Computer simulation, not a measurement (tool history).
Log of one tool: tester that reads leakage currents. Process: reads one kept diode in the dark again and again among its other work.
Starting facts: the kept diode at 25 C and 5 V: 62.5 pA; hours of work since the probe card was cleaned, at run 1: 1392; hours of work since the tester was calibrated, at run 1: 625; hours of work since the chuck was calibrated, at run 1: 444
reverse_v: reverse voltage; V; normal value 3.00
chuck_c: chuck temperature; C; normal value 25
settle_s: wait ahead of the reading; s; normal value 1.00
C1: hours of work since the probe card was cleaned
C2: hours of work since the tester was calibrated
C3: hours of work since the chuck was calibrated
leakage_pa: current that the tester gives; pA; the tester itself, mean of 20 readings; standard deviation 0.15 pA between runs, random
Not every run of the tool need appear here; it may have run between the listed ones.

run 1 hour=0.0 | reverse_v=3.00 chuck_c=25 settle_s=1.00 | C1=1392 C2=625 C3=444 | leakage_pa=48.69
run 2 hour=77.3 | reverse_v=3.00 chuck_c=25 settle_s=1.00 | C1=1440 C2=673 C3=492 | leakage_pa=48.79
run 3 hour=142.4 | reverse_v=3.00 chuck_c=25 settle_s=1.00 | C1=1481 C2=714 C3=533 | leakage_pa=48.66
run 4 hour=211.5 | reverse_v=3.00 chuck_c=25 settle_s=1.00 | C1=1525 C2=758 C3=577 | leakage_pa=48.41
run 5 hour=285.7 | reverse_v=3.00 chuck_c=25 settle_s=1.00 | C1=1571 C2=804 C3=623 | leakage_pa=48.41
run 6 hour=326.6 | reverse_v=3.00 chuck_c=25 settle_s=1.00 | C1=1597 C2=830 C3=649 | leakage_pa=48.51
run 7 hour=364.6 | reverse_v=16.75 chuck_c=25 settle_s=1.00 | C1=1621 C2=854 C3=673 | leakage_pa=128.40
run 8 hour=448.9 | reverse_v=16.75 chuck_c=25 settle_s=1.00 | C1=1674 C2=907 C3=726 | leakage_pa=129.01
run 9 hour=510.4 | reverse_v=3.00 chuck_c=44 settle_s=1.00 | C1=1712 C2=945 C3=764 | leakage_pa=230.24
run 10 hour=577.2 | reverse_v=3.00 chuck_c=25 settle_s=1.00 | C1=1754 C2=987 C3=806 | leakage_pa=48.04
run 11 hour=638.7 | reverse_v=3.00 chuck_c=25 settle_s=1.00 | C1=1793 C2=1026 C3=845 | leakage_pa=48.00
run 12 hour=694.2 | reverse_v=3.00 chuck_c=25 settle_s=1.92 | C1=1828 C2=1061 C3=880 | leakage_pa=47.67
run 13 hour=774.5 | reverse_v=3.00 chuck_c=25 settle_s=1.92 | C1=1878 C2=1111 C3=930 | leakage_pa=47.67
run 14 hour=822.6 | reverse_v=3.00 chuck_c=25 settle_s=1.00 | C1=1908 C2=1141 C3=960 | leakage_pa=47.70
run 15 hour=894.0 | reverse_v=3.00 chuck_c=25 settle_s=1.00 | C1=1953 C2=1186 C3=1005 | leakage_pa=47.46
run 16 hour=940.1 | reverse_v=3.00 chuck_c=25 settle_s=1.00 | C1=1982 C2=1215 C3=1034 | leakage_pa=47.61
run 17 hour=1004.9 | reverse_v=3.00 chuck_c=25 settle_s=1.00 | C1=2023 C2=1256 C3=1075 | leakage_pa=47.27
run 18 hour=1072.3 | reverse_v=3.00 chuck_c=25 settle_s=1.00 | C1=2065 C2=1298 C3=1117 | leakage_pa=47.43
run 19 hour=1156.9 | reverse_v=3.00 chuck_c=25 settle_s=1.00 | C1=2118 C2=1351 C3=1170 | leakage_pa=47.19
-- hour=1213.1 probe card cleaned and baked
run 20 hour=1226.8 | reverse_v=3.00 chuck_c=25 settle_s=1.00 | C1=9 C2=1393 C3=1212 | leakage_pa=43.38
run 21 hour=1272.1 | reverse_v=10.04 chuck_c=57 settle_s=1.00 | C1=37 C2=1422 C3=1241 | leakage_pa=1135.04
run 22 hour=1342.4 | reverse_v=10.04 chuck_c=57 settle_s=1.56 | C1=81 C2=1466 C3=1285 | leakage_pa=1133.11
run 23 hour=1420.6 | reverse_v=10.04 chuck_c=57 settle_s=1.56 | C1=130 C2=1515 C3=1334 | leakage_pa=1131.12
run 24 hour=1469.3 | reverse_v=10.04 chuck_c=57 settle_s=1.56 | C1=161 C2=1545 C3=1364 | leakage_pa=1128.41
run 25 hour=1517.0 | reverse_v=10.04 chuck_c=57 settle_s=1.56 | C1=191 C2=1575 C3=1394 | leakage_pa=1120.72
run 26 hour=1597.6 | reverse_v=10.04 chuck_c=57 settle_s=0.31 | C1=241 C2=1626 C3=1445 | leakage_pa=1124.54
run 27 hour=1678.2 | reverse_v=16.79 chuck_c=57 settle_s=1.84 | C1=292 C2=1677 C3=1496 | leakage_pa=1467.86
run 28 hour=1728.1 | reverse_v=16.79 chuck_c=57 settle_s=1.84 | C1=323 C2=1708 C3=1527 | leakage_pa=1457.95
-- hour=1749.0 chuck's temperature calibrated
run 29 hour=1806.0 | reverse_v=2.44 chuck_c=27 settle_s=3.85 | C1=371 C2=1755 C3=36 | leakage_pa=50.25
run 30 hour=1868.1 | reverse_v=2.44 chuck_c=27 settle_s=3.85 | C1=410 C2=1795 C3=75 | leakage_pa=50.13
run 31 hour=1903.5 | reverse_v=2.44 chuck_c=46 settle_s=9.19 | C1=432 C2=1817 C3=97 | leakage_pa=245.84
run 32 hour=1978.6 | reverse_v=3.00 chuck_c=21 settle_s=1.00 | C1=479 C2=1864 C3=144 | leakage_pa=32.96
run 33 hour=2028.3 | reverse_v=15.68 chuck_c=34 settle_s=0.87 | C1=511 C2=1895 C3=175 | leakage_pa=247.85
run 34 hour=2068.4 | reverse_v=1.66 chuck_c=23 settle_s=5.37 | C1=536 C2=1920 C3=201 | leakage_pa=28.23
run 35 hour=2144.9 | reverse_v=3.00 chuck_c=41 settle_s=1.04 | C1=584 C2=1968 C3=249 | leakage_pa=181.71
run 36 hour=2195.6 | reverse_v=15.41 chuck_c=24 settle_s=0.58 | C1=616 C2=2000 C3=280 | leakage_pa=105.49
run 37 hour=2269.5 | reverse_v=13.16 chuck_c=30 settle_s=1.00 | C1=662 C2=2047 C3=327 | leakage_pa=159.88
run 38 hour=2318.6 | reverse_v=1.77 chuck_c=30 settle_s=1.00 | C1=693 C2=2077 C3=358 | leakage_pa=54.24
run 39 hour=2398.5 | reverse_v=5.34 chuck_c=31 settle_s=5.95 | C1=743 C2=2128 C3=408 | leakage_pa=106.29

5 options for the next run, each taken on its own from the tool as it stands now. Forecast them:
run A hour=2467.8 | reverse_v=5.34 chuck_c=47 settle_s=5.95 | C1=787 C2=2171 C3=451 | leakage_pa=?
run B hour=2467.8 | reverse_v=2.01 chuck_c=25 settle_s=1.00 | C1=787 C2=2171 C3=451 | leakage_pa=?
run C hour=2467.8 | reverse_v=5.34 chuck_c=20 settle_s=0.50 | C1=787 C2=2171 C3=451 | leakage_pa=?
run D hour=2467.8 | reverse_v=1.06 chuck_c=39 settle_s=5.95 | C1=787 C2=2171 C3=451 | leakage_pa=?
run E hour=2467.8 | reverse_v=5.34 chuck_c=27 settle_s=5.95 | C1=787 C2=2171 C3=451 | leakage_pa=?

run=A leakage_pa=393.56
run=B leakage_pa=37.37
run=C leakage_pa=41.42
run=D leakage_pa=87.66
run=E leakage_pa=75.33
The same runs, with their run-to-run variation unchanged, on a tool lacking any hidden condition would have given:
run=A leakage_pa=415.11
run=B leakage_pa=38.97
run=C leakage_pa=41.86
run=D leakage_pa=92.69
run=E leakage_pa=77.96
